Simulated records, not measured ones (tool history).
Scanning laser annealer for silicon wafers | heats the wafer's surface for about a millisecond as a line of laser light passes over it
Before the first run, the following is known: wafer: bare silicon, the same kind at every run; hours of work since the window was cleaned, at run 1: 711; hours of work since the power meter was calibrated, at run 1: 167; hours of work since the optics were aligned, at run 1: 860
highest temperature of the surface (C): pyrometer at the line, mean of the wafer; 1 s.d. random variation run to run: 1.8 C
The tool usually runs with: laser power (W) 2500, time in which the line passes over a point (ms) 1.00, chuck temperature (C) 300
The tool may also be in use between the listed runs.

| run | hour | laser power (W) | time in which the line passes over a point (ms) | chuck temperature (C) | hours of work since the window was cleaned | hours of work since the power meter was calibrated | hours of work since the optics were aligned | highest temperature of the surface (C) |
|---|---|---|---|---|---|---|---|---|
| 1 | 0.0 | 2500 | 1.00 | 300 | 711 | 167 | 860 | 964 |
| 2 | 14.0 | 2500 | 1.00 | 300 | 718 | 175 | 867 | 963 |
| 3 | 21.7 | 2500 | 1.00 | 300 | 722 | 179 | 871 | 963 |
| 4 | 33.3 | 2500 | 1.00 | 300 | 728 | 184 | 877 | 963 |
| 5 | 46.1 | 2500 | 1.00 | 300 | 734 | 191 | 883 | 961 |
| 6 | 60.3 | 2500 | 1.00 | 300 | 742 | 198 | 890 | 964 |
| 7 | 67.4 | 2500 | 1.00 | 300 | 745 | 202 | 894 | 961 |
| 8 | 80.3 | 2500 | 1.00 | 300 | 752 | 208 | 901 | 963 |
| 9 | 94.4 | 2500 | 1.00 | 300 | 759 | 216 | 908 | 959 |
| 10 | 102.4 | 2500 | 1.00 | 300 | 763 | 220 | 912 | 962 |
| 11 | 116.3 | 2500 | 1.00 | 300 | 770 | 227 | 919 | 959 |
| 12 | 130.6 | 2500 | 1.00 | 300 | 778 | 234 | 926 | 960 |
| 13 | 139.6 | 2500 | 1.00 | 300 | 782 | 239 | 931 | 957 |
| 14 | 151.6 | 2500 | 1.00 | 312 | 788 | 245 | 937 | 972 |
| 15 | 165.8 | 2500 | 1.00 | 312 | 796 | 252 | 944 | 970 |
| 16 | 175.1 | 2500 | 1.00 | 312 | 800 | 257 | 949 | 967 |
| 17 | 183.0 | 2500 | 1.00 | 300 | 804 | 261 | 953 | 960 |
| 18 | 195.9 | 2191 | 1.00 | 300 | 811 | 267 | 960 | 855 |
| 19 | 210.1 | 2500 | 1.12 | 300 | 818 | 275 | 967 | 991 |
| 20 | 219.2 | 2326 | 0.87 | 285 | 823 | 279 | 971 | 849 |
| 21 | 231.7 | 2326 | 1.02 | 298 | 829 | 286 | 978 | 904 |
| 22 | 239.9 | 2326 | 1.02 | 298 | 833 | 290 | 982 | 900 |
|  | 242.7 | window over the wafer cleaned |
| 23 | 253.8 | 2239 | 1.24 | 285 | 6 | 296 | 988 | 944 |
| 24 | 259.8 | 2500 | 0.73 | 334 | 9 | 299 | 991 | 933 |
| 25 | 273.2 | 2500 | 0.73 | 334 | 16 | 306 | 998 | 931 |
| 26 | 281.8 | 2231 | 0.96 | 334 | 20 | 310 | 1002 | 918 |
| 27 | 291.4 | 2231 | 0.96 | 334 | 25 | 315 | 1007 | 916 |
| 28 | 302.8 | 2155 | 0.87 | 266 | 31 | 321 | 1013 | 803 |
| 29 | 312.4 | 2155 | 0.87 | 266 | 36 | 326 | 1018 | 800 |
| 30 | 324.8 | 2155 | 0.87 | 266 | 42 | 332 | 1024 | 803 |
| 31 | 333.4 | 2446 | 0.87 | 308 | 46 | 337 | 1029 | 934 |
| 32 | 342.1 | 2496 | 1.00 | 312 | 51 | 341 | 1033 | 996 |
| 33 | 351.4 | 2496 | 1.22 | 294 | 56 | 346 | 1038 | 1040 |
| 34 | 358.6 | 2484 | 1.00 | 333 | 59 | 350 | 1042 | 1015 |

Each row is a separate what-if for the run after 34, all from the same tool condition, not one after another. Results?
| A | 368.6 | 2148 | 1.00 | 300 | 64 | 355 | 1047 | ? |
| B | 368.6 | 2438 | 1.00 | 300 | 64 | 355 | 1047 | ? |
| C | 368.6 | 2241 | 0.80 | 339 | 64 | 355 | 1047 | ? |
| D | 368.6 | 2484 | 0.72 | 320 | 64 | 355 | 1047 | ? |
| E | 368.6 | 2627 | 1.21 | 293 | 64 | 355 | 1047 | ? |

| run | highest temperature of the surface (C) |
|---|---|
| A | 860 |
| B | 961 |
| C | 880 |
| D | 908 |
| E | 1087 |
Take away the tool's hidden state, keep each run's random variation, and the runs would have read:
| run | highest temperature of the surface (C) |
|---|---|
| A | 876 |
| B | 981 |
| C | 895 |
| D | 925 |
| E | 1110 |

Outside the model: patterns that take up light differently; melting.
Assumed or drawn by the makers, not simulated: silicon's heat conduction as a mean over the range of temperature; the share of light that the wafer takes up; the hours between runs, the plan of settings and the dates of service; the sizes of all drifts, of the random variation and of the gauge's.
